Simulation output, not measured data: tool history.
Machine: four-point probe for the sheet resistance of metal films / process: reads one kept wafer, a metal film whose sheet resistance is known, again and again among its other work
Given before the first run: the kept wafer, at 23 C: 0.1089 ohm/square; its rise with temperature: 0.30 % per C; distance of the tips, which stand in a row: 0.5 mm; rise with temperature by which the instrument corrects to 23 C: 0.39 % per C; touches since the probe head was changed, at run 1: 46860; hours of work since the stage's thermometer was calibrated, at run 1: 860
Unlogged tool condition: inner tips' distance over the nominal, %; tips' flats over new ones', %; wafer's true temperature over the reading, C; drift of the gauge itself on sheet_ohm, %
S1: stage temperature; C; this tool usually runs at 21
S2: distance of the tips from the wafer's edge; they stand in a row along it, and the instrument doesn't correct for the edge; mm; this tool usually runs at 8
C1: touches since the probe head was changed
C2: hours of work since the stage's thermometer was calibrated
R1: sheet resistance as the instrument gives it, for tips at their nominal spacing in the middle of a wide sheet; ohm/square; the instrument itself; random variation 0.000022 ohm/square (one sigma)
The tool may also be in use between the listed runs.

run	day	S1	S2	C1	C2	R1
1	0.000	21	8	46860	860	0.109772
2	0.979	21	8	47610	872	0.109777
3	2.138	20	8	48499	888	0.109865
4	2.933	21	8	49109	898	0.109760
5	3.938	21	8	49880	911	0.109791
6	5.388	21	8	50992	930	0.109801
7	6.162	19	8	51586	940	0.110007
8	6.871	19	8	52130	950	0.110003
9	7.946	19	8	52954	964	0.109989
10	8.938	21	8	53716	977	0.109826
11	10.096	29	8	54605	992	0.109066
12	11.425	25	8	55624	1009	0.109459
13	12.733	25	8	56627	1027	0.109411
14	13.838	25	9	57474	1041	0.109403
15	14.625	21	8	58078	1051	0.109822
16	15.833	21	8	59005	1067	0.109866
17	16.571	21	8	59572	1077	0.109840
18	17.817	22	8	60525	1093	0.109777
19	19.192	22	8	61582	1111	0.109788
20	20.225	22	8	62372	1125	0.109804
21	21.838	22	8	63611	1146	0.109818
22	23.500	22	8	64886	1168	0.109824
23	25.125	21	4	66130	1189	0.110607
24	25.933	30	8	66752	1200	0.109040
25	27.575	30	8	68011	1221	0.109074
26	28.533	30	28	68744	1234	0.108882
27	29.254	22	8	69298	1243	0.109850
28	30.192	19	5	70017	1255	0.110500
29	31.288	28	11	70858	1270	0.109159
30	32.904	20	9	72100	1291	0.110021
31	34.154	30	5	73058	1307	0.109440
32	35.338	30	5	73964	1323	0.109475

Expected results for the next run?
33	36.579	26	3	74918	1339	?

R1: 0.110872 ohm/square
With the hidden condition absent and the run-to-run variation left alone, this run would have shown R1 0.110201 ohm/square.

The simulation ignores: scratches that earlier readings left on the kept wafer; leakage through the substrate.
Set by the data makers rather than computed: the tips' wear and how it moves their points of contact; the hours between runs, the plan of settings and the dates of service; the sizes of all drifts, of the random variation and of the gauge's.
